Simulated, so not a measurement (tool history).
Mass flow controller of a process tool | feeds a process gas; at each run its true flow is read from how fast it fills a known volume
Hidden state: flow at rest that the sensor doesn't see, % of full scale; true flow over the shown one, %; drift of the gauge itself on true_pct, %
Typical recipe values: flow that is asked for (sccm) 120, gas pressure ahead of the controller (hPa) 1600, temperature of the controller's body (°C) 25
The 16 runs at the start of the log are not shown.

run	hour	flow that is asked for (sccm)	gas pressure ahead of the controller (hPa)	temperature of the controller's body (°C)	hours of work since the controller was set to zero	hours of work since the controller was changed	true flow (%)
17	1075.0	171	1600	26	4320	4320	101.14
18	1172.9	171	1600	26	4390	4390	101.07
19	1264.6	171	1600	26	4456	4456	101.15
20	1308.5	171	1600	22	4488	4488	101.20
21	1404.5	171	1600	22	4556	4556	101.22
22	1474.8	73	2380	38	4607	4607	98.17
23	1528.4	35	1760	25	4645	4645	96.50
24	1620.8	47	1760	37	4711	4711	97.21
25	1670.9	38	1600	25	4747	4747	96.82
26	1725.7	113	1500	33	4786	4786	100.09
27	1766.3	23	1450	20	4815	4815	94.14
28	1849.0	56	1510	38	4874	4874	97.85
29	1946.5	56	1510	38	4944	4944	97.96
30	2022.2	91	1510	38	4998	4998	99.45
31	2094.6	91	1510	38	5050	5050	99.34
32	2188.9	91	1990	40	5118	5118	98.90
33	2273.9	91	2300	33	5179	5179	98.99
34	2327.6	91	2300	33	5217	5217	98.93
35	2394.5	91	2300	28	5265	5265	99.21
36	2447.9	120	1850	32	5303	5303	100.06

Predict each of these 5 candidate next runs independently; none follows another, all start after run 36:
A	2544.4	120	1620	23	5372	5372	?
B	2544.4	120	1500	32	5372	5372	?
C	2544.4	42	2790	21	5372	5372	?
D	2544.4	120	1690	28	5372	5372	?
E	2544.4	70	1600	25	5372	5372	?

run	true flow (%)
A	100.51
B	100.38
C	96.51
D	100.30
E	99.16
With no hidden state in the tool, these same runs would have given:
run	true flow (%)
A	99.60
B	99.48
C	98.39
D	99.39
E	99.32
